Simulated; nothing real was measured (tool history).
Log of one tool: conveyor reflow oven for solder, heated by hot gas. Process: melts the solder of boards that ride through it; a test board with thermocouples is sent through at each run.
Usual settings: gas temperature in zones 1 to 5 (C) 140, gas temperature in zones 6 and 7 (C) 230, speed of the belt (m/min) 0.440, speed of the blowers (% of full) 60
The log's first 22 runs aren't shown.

run     day  gas temperature in zones 1 to 5 (C)  gas temperature in zones 6 and 7 (C)  speed of the belt (m/min)  speed of the blowers (% of full)  hours of work since the flux was cleaned out  hours of work since the belt drive was overhauled  hours of work since the thermocouples were changed  highest temperature of the board (C)  time above the solder's melting point (s)
 23  12.725                                  140                                   227                      0.440                                60                                            82                                                330                                                 857                                 213.2                                       68.5
 24  13.225                                  142                                   245                      0.440                                60                                            88                                                336                                                 863                                 229.0                                       83.2
 25  13.758                                  140                                   245                      0.508                                60                                            94                                                342                                                 869                                 223.5                                       67.2
 26  14.250                                  140                                   245                      0.420                                60                                           100                                                348                                                 875                                 230.4                                       88.3
 27  14.821                                  140                                   245                      0.420                                60                                           107                                                355                                                 882                                 230.5                                       86.7
 28  15.554                                  140                                   245                      0.519                                59                                           116                                                364                                                 891                                 221.7                                       63.7
 29  15.904                                  140                                   239                      0.422                                71                                           120                                                368                                                 895                                 228.3                                       85.5
 30  16.521                                  140                                   239                      0.422                                71                                           127                                                375                                                 902                                 227.9                                       86.5
 31  17.233                                  146                                   238                      0.422                                71                                           136                                                384                                                 911                                 227.9                                       89.2

4 ways to go on from here, each from the tool as it stands after run 31. What would each give?
  A  17.800                                  140                                   222                      0.426                                52                                           143                                                391                                                 917                                     ?                                          ?
  B  17.800                                  135                                   233                      0.440                                69                                           143                                                391                                                 917                                     ?                                          ?
  C  17.800                                  140                                   230                      0.440                                50                                           143                                                391                                                 917                                     ?                                          ?
  D  17.800                                  140                                   237                      0.425                                68                                           143                                                391                                                 917                                     ?                                          ?

run  highest temperature of the board (C)  time above the solder's melting point (s)
  A                                 207.1                                       62.5
  B                                 220.2                                       73.8
  C                                 212.0                                       65.8
  D                                 225.3                                       82.5
Without the tool's hidden state the same runs would have given:
run  highest temperature of the board (C)  time above the solder's melting point (s)
  A                                 205.2                                       59.5
  B                                 218.5                                       71.8
  C                                 210.2                                       63.2
  D                                 223.5                                       80.4
